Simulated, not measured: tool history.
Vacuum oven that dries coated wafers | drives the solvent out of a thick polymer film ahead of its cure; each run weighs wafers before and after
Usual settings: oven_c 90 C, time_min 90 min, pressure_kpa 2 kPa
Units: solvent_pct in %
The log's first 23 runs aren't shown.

run    hour  oven_c  time_min  pressure_kpa  hours of work since the thermocouples were calibrated  hours of work since the vacuum gauge was cleaned of residue  solvent_pct
 24   788.2      95        49          4.31                                                    320                                                          110         4.77
 25   826.5      95        49          4.54                                                    342                                                          132         4.93
 26   864.2      83       146          1.79                                                    363                                                          154         3.09
 27   900.3      82        74             2                                                    384                                                          174         7.09
 28   930.5      91        90             2                                                    401                                                          192         2.74
 29   958.8      91        90             2                                                    417                                                          208         2.69
 30     981      89       111          3.67                                                    430                                                          221         2.88
 31  1016.8      89        82          3.67                                                    451                                                          241         4.27
 32  1049.4     102        82          1.92                                                    469                                                          260         0.74
 33  1082.4     102        82          2.94                                                    488                                                          279         1.01
 34  1111.4      90       115           2.3                                                    505                                                          295          2.1
 35  1146.6      76        80           2.3                                                    525                                                          315         9.07
 36  1169.7      76        71           2.3                                                    538                                                          329         9.54
 37  1216.3      82        71           2.3                                                    565                                                          355         7.25
 38  1259.2      82       122           2.3                                                    589                                                          380         4.43
 39  1292.5      90       141          1.47                                                    609                                                          399         1.36
 40  1319.2      90       141          1.47                                                    624                                                          414         1.28
 41  1343.7      90        78          6.08                                                    638                                                          428         4.76
 42  1379.3      80        85          5.89                                                    658                                                          449         8.41

5 ways to go on from here, each from the tool as it stands after run 42. What would each give?
  A  1399.6     102       161           1.2                                                    670                                                          460            ?
  B  1399.6     102        52          3.09                                                    670                                                          460            ?
  C  1399.6      84       111          5.89                                                    670                                                          460            ?
  D  1399.6      90        91             2                                                    670                                                          460            ?
  E  1399.6      99        56          5.42                                                    670                                                          460            ?

run  solvent_pct
  A         0.31
  B         2.03
  C         5.38
  D         2.91
  E         3.05
Without the tool's hidden state the same runs would have given:
run  solvent_pct
  A         0.28
  B          2.1
  C          5.5
  D            3
  E         3.14
